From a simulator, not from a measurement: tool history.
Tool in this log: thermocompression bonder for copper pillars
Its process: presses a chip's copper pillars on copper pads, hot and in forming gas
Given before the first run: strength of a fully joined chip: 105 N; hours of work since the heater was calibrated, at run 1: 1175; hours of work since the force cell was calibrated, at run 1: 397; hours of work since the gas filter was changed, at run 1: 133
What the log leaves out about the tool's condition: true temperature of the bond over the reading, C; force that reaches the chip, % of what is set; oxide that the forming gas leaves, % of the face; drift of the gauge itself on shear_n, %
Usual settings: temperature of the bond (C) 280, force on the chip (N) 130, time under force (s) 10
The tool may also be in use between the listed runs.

run,hour,temperature of the bond (C),force on the chip (N),time under force (s),hours of work since the heater was calibrated,hours of work since the force cell was calibrated,hours of work since the gas filter was changed,force that shears a chip off (N)
1,0,280,130,10,1175,397,133,60.7
# hour 17.4: heater calibrated with a thermocouple chip
2,30.5,280,130,10,5,409,145,52.5
3,76.1,280,130,10,24,428,163,53.5
4,102.4,280,130,10,35,438,174,52.8
5,140.6,280,119,10,50,454,189,49
6,167.5,280,119,10,61,465,200,49.5
7,201.3,308,119,10,75,478,214,64.6
8,251.8,280,130,10,95,499,235,52
9,295.3,280,130,10,113,517,252,51.6
10,324.5,280,130,10,125,529,264,51.8
11,367.7,280,130,10,142,546,282,52.4
12,409.1,280,130,10,159,563,298,51
13,463.8,261,130,10,182,585,321,39.5
# hour 468.6: force cell calibrated
14,509.2,261,130,10,199,17,339,39.5
15,538.1,261,130,10,211,28,350,41.3
16,572,261,130,10,225,42,364,41.7
17,625.1,261,130,10,247,64,386,39.1
18,656.6,261,130,10,259,76,399,40.5
19,684.4,280,130,10,271,88,410,51.4
20,724.9,280,130,10,287,104,426,50.4
# hour 730.3: force cell calibrated, once more
21,749.6,280,130,10,297,8,436,48.8
# hour 762.3: forming gas filter changed
22,796.1,275,130,10,315,27,14,53.5
23,818.9,280,148,14,325,36,23,65.9
24,865.8,254,151,23,344,55,42,59.3
25,908.6,283,157,10,361,72,59,63.5
26,942.2,280,161,19,375,86,73,73.8
27,985.5,277,190,19,392,104,91,78
28,1039.8,285,99,21,414,126,113,62.7
29,1094.4,285,99,21,437,148,135,63.5
30,1131.2,295,88,21,452,163,150,63.8
31,1179.2,296,130,24,471,182,170,80.9
32,1224.4,291,123,10,489,201,188,58.6
33,1252.9,273,101,13,501,212,200,46
34,1291.5,273,177,13,517,228,215,63.8
35,1345.9,252,180,10,539,250,237,46.5
36,1390.3,297,125,20,557,268,255,75.5
37,1420.9,280,130,12,569,281,268,57.1
38,1471.1,275,130,10,590,301,288,51.8
39,1515.2,296,130,20,608,319,306,76.3
40,1562.1,300,130,16,627,338,325,72.7
41,1594.3,300,130,16,640,351,338,72.6

Consider 3 possible next runs. They are alternatives, not a sequence: every one starts from the tool as it was left by run 41. What does each give?
A,1643.8,267,116,25,660,371,359,?
B,1643.8,300,135,15,660,371,359,?
C,1643.8,302,140,19,660,371,359,?

run,force that shears a chip off (N)
A,57.6
B,72.1
C,78.5
With the hidden condition removed and each run's random variation left untouched, the same runs would have given:
run,force that shears a chip off (N)
A,57.7
B,74.4
C,81.9
